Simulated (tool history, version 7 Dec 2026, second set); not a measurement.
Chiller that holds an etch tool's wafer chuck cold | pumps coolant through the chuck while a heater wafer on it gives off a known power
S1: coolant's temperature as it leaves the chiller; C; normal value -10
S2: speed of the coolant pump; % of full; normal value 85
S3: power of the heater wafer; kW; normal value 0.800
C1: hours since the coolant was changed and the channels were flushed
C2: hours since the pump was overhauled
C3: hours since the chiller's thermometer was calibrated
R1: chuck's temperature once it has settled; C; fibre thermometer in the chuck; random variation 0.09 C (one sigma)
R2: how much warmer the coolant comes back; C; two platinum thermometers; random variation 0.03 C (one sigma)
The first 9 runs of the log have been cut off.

run,hour,S1,S2,S3,C1,C2,C3,R1,R2
10,1003.6,-10,85,0.800,2985,2569,1613,-5.46,1.62
11,1077.5,-10,85,0.800,3059,2643,1687,-5.53,1.61
12,1150.5,-10,85,0.800,3132,2716,1760,-5.48,1.61
13,1254.6,-10,85,0.800,3236,2820,1864,-5.46,1.58
14,1353.4,-10,85,0.800,3335,2919,1963,-5.37,1.62
15,1420.1,-10,85,0.800,3401,2985,2030,-5.50,1.65
16,1484.3,-9,85,0.800,3466,3050,2094,-4.42,1.60
17,1572.9,-9,85,0.800,3554,3138,2182,-4.44,1.64
18,1711.9,-9,85,0.800,3693,3277,2321,-4.50,1.63
19,1811.0,-8,74,0.800,3792,3376,2420,-3.09,1.78
20,1944.2,-10,91,0.870,3926,3509,2554,-5.28,1.58
21,2061.3,-1,69,0.800,4043,3627,2671,4.10,2.00
22,2184.4,-13,96,0.438,4166,3750,2794,-10.67,0.77
23,2255.6,-13,96,0.438,4237,3821,2865,-10.78,0.83
24,2369.7,-13,96,0.438,4351,3935,2979,-10.84,0.80
25,2471.0,-15,85,1.082,4452,4036,3080,-8.93,2.15
26,2574.8,-15,85,1.082,4556,4140,3184,-9.11,2.21
27,2710.8,-10,79,0.415,4692,4276,3320,-7.74,0.89
# hour 2852.6: coolant changed, channels flushed
28,2857.4,-8,85,0.460,5,4417,3461,-5.29,0.89
29,2976.9,-1,99,1.001,124,4536,3580,4.14,1.68
# hour 3045.5: chiller's thermometer calibrated
30,3068.1,-17,64,0.825,215,4626,23,-11.23,2.21
31,3153.3,-10,99,0.800,300,4712,108,-5.78,1.42
32,3243.7,-10,99,0.800,390,4802,198,-5.72,1.39
33,3307.1,-11,87,0.648,454,4865,262,-7.42,1.27

What if the next run were any one of these 3? Each begins from the tool's condition after run 33:
A,3463.1,-4,75,0.564,610,5021,418,?,?
B,3463.1,-20,63,0.810,610,5021,418,?,?
C,3463.1,-15,67,0.654,610,5021,418,?,?

run,R1,R2
A,-0.55,1.31
B,-14.54,2.24
C,-10.60,1.70
With the hidden condition removed and each run's random variation left untouched, the same runs would have given:
run,R1,R2
A,-0.55,1.31
B,-14.55,2.23
C,-10.60,1.70
